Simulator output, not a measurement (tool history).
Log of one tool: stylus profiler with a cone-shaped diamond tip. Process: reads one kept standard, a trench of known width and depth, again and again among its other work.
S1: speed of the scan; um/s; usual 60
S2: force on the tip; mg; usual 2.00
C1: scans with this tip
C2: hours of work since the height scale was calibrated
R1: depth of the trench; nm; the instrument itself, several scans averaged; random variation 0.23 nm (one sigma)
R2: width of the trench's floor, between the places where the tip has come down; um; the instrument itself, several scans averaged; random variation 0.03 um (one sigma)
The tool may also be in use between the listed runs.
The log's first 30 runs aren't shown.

Run 31, hour 3028.6: usual settings but S1 36 um/s, S2 2.30 mg; C1 7733; C2 1198. Result: R1 1009.66 nm, R2 24.68 um.
Run 32, hour 3162.5: usual settings but S1 36 um/s; C1 8308; C2 1287. Result: R1 1008.45 nm, R2 24.59 um.
At hour 3259.0: height scale calibrated on a step standard.
Run 33, hour 3259.2: usual settings but S1 154 um/s, S2 2.13 mg; C1 8722; C2 0. Result: R1 1013.88 nm, R2 23.68 um.
Run 34, hour 3350.7: usual settings but S1 206 um/s, S2 0.95 mg; C1 9115; C2 61. Result: R1 1007.83 nm, R2 22.54 um.
Run 35, hour 3490.0: usual settings but S1 206 um/s, S2 0.95 mg; C1 9713; C2 154. Result: R1 1007.88 nm, R2 22.44 um.
Run 36, hour 3614.5: usual settings but S1 37 um/s; C1 10248; C2 237. Result: R1 1012.39 nm, R2 24.30 um.
Run 37, hour 3677.6: usual settings but S1 19 um/s, S2 1.20 mg; C1 10519; C2 279. Result: R1 1008.67 nm, R2 24.32 um.
Run 38, hour 3748.3: usual settings but S1 188 um/s, S2 1.03 mg; C1 10822; C2 326. Result: R1 1007.27 nm, R2 22.56 um.
Run 39, hour 3823.8: usual settings but S1 18 um/s, S2 1.42 mg; C1 11147; C2 376. Result: R1 1008.96 nm, R2 24.24 um.

The next listed run, before its measurement:
Run 40, hour 3936.4: usual settings but S2 2.31 mg; C1 11630; C2 451. Result: R1 ?, R2 ?.

{"run 40": {"R1": 1012.54, "R2": 23.93}}
Without the tool's hidden state the same run would have given R1 1013.94 nm, R2 25.57 um.
